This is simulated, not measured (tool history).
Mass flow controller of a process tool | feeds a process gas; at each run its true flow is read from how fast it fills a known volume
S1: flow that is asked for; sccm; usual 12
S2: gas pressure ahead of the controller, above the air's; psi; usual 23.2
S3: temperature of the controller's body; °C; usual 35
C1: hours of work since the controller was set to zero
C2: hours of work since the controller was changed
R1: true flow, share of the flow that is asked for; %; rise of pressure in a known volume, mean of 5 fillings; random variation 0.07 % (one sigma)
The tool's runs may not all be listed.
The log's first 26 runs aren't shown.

| run | hour | S1 | S2 | S3 | C1 | C2 | R1 |
|---|---|---|---|---|---|---|---|
| 27 | 3491.2 | 12 | 23.2 | 23 | 4615 | 4615 | 103.65 |
| 28 | 3640.0 | 9 | 32.5 | 35 | 4711 | 4711 | 103.87 |
| 29 | 3722.7 | 3 | 32.5 | 29 | 4765 | 4765 | 109.13 |
| 30 | 3794.8 | 14 | 20.5 | 35 | 4811 | 4811 | 102.66 |
| 31 | 3973.1 | 14 | 20.6 | 35 | 4927 | 4927 | 102.76 |
|  | 4037.0 | controller's zero set anew |
| 32 | 4075.7 | 14 | 20.6 | 35 | 25 | 4993 | 101.18 |
| 33 | 4187.4 | 14 | 20.6 | 35 | 97 | 5065 | 101.32 |
| 34 | 4302.0 | 17 | 26.4 | 33 | 171 | 5139 | 101.75 |
| 35 | 4397.5 | 3 | 28.6 | 31 | 233 | 5201 | 101.93 |
| 36 | 4574.1 | 3 | 28.6 | 31 | 347 | 5315 | 101.98 |
| 37 | 4673.8 | 12 | 36.7 | 21 | 412 | 5379 | 102.74 |
| 38 | 4756.1 | 12 | 38.1 | 27 | 465 | 5432 | 102.74 |
| 39 | 4867.9 | 12 | 23.2 | 21 | 537 | 5505 | 102.36 |
| 40 | 5031.6 | 5 | 36.3 | 32 | 643 | 5610 | 102.55 |
| 41 | 5151.6 | 7 | 23.2 | 28 | 720 | 5688 | 102.22 |
| 42 | 5272.5 | 16 | 23.2 | 20 | 799 | 5766 | 102.84 |

Forecast each of these 5 alternatives for the next run:
| A | 5430.2 | 12 | 29.2 | 35 | 900 | 5868 | ? |
| B | 5430.2 | 19 | 31.9 | 28 | 900 | 5868 | ? |
| C | 5430.2 | 9 | 23.2 | 20 | 900 | 5868 | ? |
| D | 5430.2 | 12 | 23.2 | 24 | 900 | 5868 | ? |
| E | 5430.2 | 18 | 27.1 | 35 | 900 | 5868 | ? |

| run | R1 |
|---|---|
| A | 102.31 |
| B | 102.91 |
| C | 102.90 |
| D | 102.50 |
| E | 102.31 |
Without the tool's hidden state the same runs would have given:
| run | R1 |
|---|---|
| A | 99.13 |
| B | 99.88 |
| C | 99.58 |
| D | 99.32 |
| E | 99.27 |
